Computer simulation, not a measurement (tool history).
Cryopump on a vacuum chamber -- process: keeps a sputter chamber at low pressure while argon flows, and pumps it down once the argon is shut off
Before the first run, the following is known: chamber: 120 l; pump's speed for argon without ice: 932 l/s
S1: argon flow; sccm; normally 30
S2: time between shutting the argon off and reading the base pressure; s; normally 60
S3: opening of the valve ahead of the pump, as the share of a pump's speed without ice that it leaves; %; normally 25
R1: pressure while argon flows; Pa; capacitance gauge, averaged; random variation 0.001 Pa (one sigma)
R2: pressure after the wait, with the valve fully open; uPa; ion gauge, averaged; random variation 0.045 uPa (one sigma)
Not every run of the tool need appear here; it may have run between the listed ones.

| run | day | S1 | S2 | S3 | R1 | R2 |
|---|---|---|---|---|---|---|
| 1 | 0 | 30 | 60 | 25 | 0.2279 | 4.04 |
| 2 | 2.904 | 30 | 52 | 25 | 0.2301 | 4.46 |
|  | 6.375 | pump warmed up, emptied and cooled again |
| 3 | 6.388 | 30 | 52 | 25 | 0.2188 | 4.24 |
| 4 | 10.725 | 30 | 60 | 25 | 0.2201 | 4.16 |
| 5 | 13.367 | 30 | 60 | 25 | 0.2237 | 4.22 |
| 6 | 16.596 | 30 | 125 | 28 | 0.2014 | 3.13 |
| 7 | 18.846 | 42 | 124 | 16 | 0.4923 | 3.36 |
| 8 | 21.233 | 30 | 87 | 25 | 0.2311 | 3.82 |
| 9 | 23.567 | 45 | 139 | 51 | 0.1813 | 3.42 |
|  | 25.592 | pump warmed up, emptied and cooled again |
| 10 | 26.246 | 45 | 139 | 51 | 0.1642 | 3.15 |

Forecast each of these 5 alternatives for the next run:
| A | 29.917 | 21 | 139 | 51 | ? | ? |
| B | 29.917 | 13 | 42 | 19 | ? | ? |
| C | 29.917 | 38 | 139 | 51 | ? | ? |
| D | 29.917 | 30 | 60 | 54 | ? | ? |
| E | 29.917 | 42 | 139 | 59 | ? | ? |

| run | R1 | R2 |
|---|---|---|
| A | 0.0771 | 3.27 |
| B | 0.1272 | 5.75 |
| C | 0.1408 | 3.27 |
| D | 0.1046 | 4.58 |
| E | 0.1353 | 3.34 |
Take away the tool's hidden state, keep each run's random variation, and the runs would have read:
| run | R1 | R2 |
|---|---|---|
| A | 0.0742 | 1.35 |
| B | 0.1254 | 3.79 |
| C | 0.1354 | 1.34 |
| D | 0.1004 | 2.66 |
| E | 0.1293 | 1.37 |
